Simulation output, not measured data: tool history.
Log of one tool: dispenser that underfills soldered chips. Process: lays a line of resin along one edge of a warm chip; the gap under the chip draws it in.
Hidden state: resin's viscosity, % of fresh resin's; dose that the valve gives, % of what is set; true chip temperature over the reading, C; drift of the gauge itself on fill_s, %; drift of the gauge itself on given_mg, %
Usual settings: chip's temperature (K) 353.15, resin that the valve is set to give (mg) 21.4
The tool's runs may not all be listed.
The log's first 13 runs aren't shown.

run,hour,chip's temperature (K),resin that the valve is set to give (mg),hours of work since the syringe was changed,hours of work since the valve was cleaned,hours of work since the stage was calibrated,time until the resin shows at the far edge (s),resin that the valve gave (mg)
14,53.0,353.15,21.4,5,19,90,477.8,21.11
# hour 55.0: new syringe of resin
15,57.1,344.15,21.4,1,22,92,572.1,20.82
16,62.3,344.15,21.4,5,25,96,716.8,20.95
# hour 64.2: new syringe of resin
17,65.7,360.15,21.4,1,28,98,265.9,20.83
18,68.6,360.15,21.4,3,30,100,307.9,20.72
19,71.1,353.15,21.4,5,31,102,468.0,20.61
# hour 73.2: new syringe of resin
20,73.8,349.15,21.4,0,33,103,418.0,20.71
21,76.6,349.15,21.4,2,35,105,472.4,20.62
22,81.6,360.15,26.0,6,38,109,359.1,25.08
# hour 82.2: new syringe of resin
23,85.8,360.15,26.0,2,41,111,289.2,24.96
24,90.0,358.15,19.0,5,44,114,411.1,18.29
# hour 91.3: new syringe of resin
25,95.1,353.15,18.8,3,47,118,415.0,17.93
26,97.3,367.15,21.4,4,49,119,248.3,20.20
27,99.6,367.15,21.4,6,50,121,274.2,20.25
# hour 100.5: new syringe of resin
28,103.0,367.15,21.4,2,53,123,211.1,20.21
29,107.2,367.15,21.4,5,55,126,254.8,20.32
# hour 109.6: new syringe of resin
30,111.2,367.15,20.5,1,58,128,205.2,19.22
31,115.7,358.15,27.0,4,61,132,356.4,25.23
# hour 118.9: new syringe of resin
32,119.3,347.15,21.0,0,63,134,459.2,19.74
33,124.5,355.15,24.1,4,67,137,406.3,22.36
# hour 127.9: new syringe of resin
34,128.4,355.15,24.1,0,69,140,312.3,22.56
35,133.3,355.15,24.1,4,73,143,400.0,22.37
36,135.5,355.15,24.1,5,74,145,449.8,22.40
# hour 137.0: new syringe of resin
37,140.3,362.15,22.9,2,78,148,265.5,21.01

Forecast each of these 3 alternatives for the next run:
A,143.8,367.15,22.6,5,80,150,?,?
B,143.8,347.15,18.7,5,80,150,?,?
C,143.8,353.15,27.5,5,80,150,?,?

run,time until the resin shows at the far edge (s),resin that the valve gave (mg)
A,253.1,20.86
B,640.1,17.28
C,460.7,25.51
Without the tool's hidden state the same runs would have given:
run,time until the resin shows at the far edge (s),resin that the valve gave (mg)
A,179.6,22.64
B,447.3,18.76
C,328.4,27.68
